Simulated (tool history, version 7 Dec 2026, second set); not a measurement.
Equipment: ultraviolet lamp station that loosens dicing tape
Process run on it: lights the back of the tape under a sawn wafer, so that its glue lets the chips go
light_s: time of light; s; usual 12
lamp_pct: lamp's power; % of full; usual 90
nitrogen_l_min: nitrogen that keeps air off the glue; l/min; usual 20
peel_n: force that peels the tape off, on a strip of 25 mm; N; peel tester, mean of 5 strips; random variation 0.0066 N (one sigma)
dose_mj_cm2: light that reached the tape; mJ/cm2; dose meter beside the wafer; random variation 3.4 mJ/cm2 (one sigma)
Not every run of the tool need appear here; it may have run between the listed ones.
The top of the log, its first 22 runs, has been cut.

| run | day | light_s | lamp_pct | nitrogen_l_min | peel_n | dose_mj_cm2 |
|---|---|---|---|---|---|---|
| 23 | 10.546 | 9 | 69 | 35 | 0.444 | 311 |
| 24 | 10.900 | 7 | 89 | 7 | 1.138 | 318 |
| 25 | 11.558 | 19 | 91 | 7 | 0.188 | 876 |
| 26 | 12.179 | 19 | 91 | 7 | 0.200 | 881 |
| 27 | 12.625 | 10 | 73 | 36 | 0.322 | 365 |
| 28 | 13.050 | 10 | 73 | 36 | 0.313 | 371 |
| 29 | 13.642 | 10 | 73 | 36 | 0.322 | 369 |
| 30 | 14.042 | 10 | 73 | 36 | 0.334 | 365 |
| 31 | 14.325 | 8 | 73 | 11 | 0.947 | 293 |
| 32 | 14.633 | 8 | 66 | 17 | 0.926 | 259 |
| 33 | 15.154 | 15 | 66 | 20 | 0.244 | 500 |
| 34 | 15.567 | 12 | 74 | 9 | 0.476 | 448 |
| 35 | 15.967 | 14 | 79 | 9 | 0.307 | 554 |
| 36 | 16.642 | 14 | 84 | 13 | 0.227 | 594 |
| 37 | 17.246 | 14 | 84 | 9 | 0.270 | 588 |
| 38 | 17.858 | 14 | 77 | 14 | 0.250 | 548 |
| 39 | 18.496 | 14 | 77 | 14 | 0.244 | 548 |
| 40 | 19.046 | 13 | 90 | 20 | 0.208 | 591 |
| 41 | 19.688 | 13 | 90 | 20 | 0.198 | 593 |
| 42 | 20.000 | 16 | 62 | 12 | 0.319 | 506 |

Here are 5 independent what-if runs from the current tool condition. What would each one return?
| A | 20.579 | 10 | 72 | 20 | ? | ? |
| B | 20.579 | 12 | 79 | 20 | ? | ? |
| C | 20.579 | 16 | 70 | 11 | ? | ? |
| D | 20.579 | 13 | 62 | 28 | ? | ? |
| E | 20.579 | 15 | 69 | 20 | ? | ? |

| run | peel_n | dose_mj_cm2 |
|---|---|---|
| A | 0.430 | 360 |
| B | 0.262 | 476 |
| C | 0.272 | 568 |
| D | 0.297 | 410 |
| E | 0.240 | 517 |
Take away the tool's hidden state, keep each run's random variation, and the runs would have read:
| run | peel_n | dose_mj_cm2 |
|---|---|---|
| A | 0.428 | 361 |
| B | 0.261 | 477 |
| C | 0.271 | 569 |
| D | 0.296 | 411 |
| E | 0.239 | 519 |

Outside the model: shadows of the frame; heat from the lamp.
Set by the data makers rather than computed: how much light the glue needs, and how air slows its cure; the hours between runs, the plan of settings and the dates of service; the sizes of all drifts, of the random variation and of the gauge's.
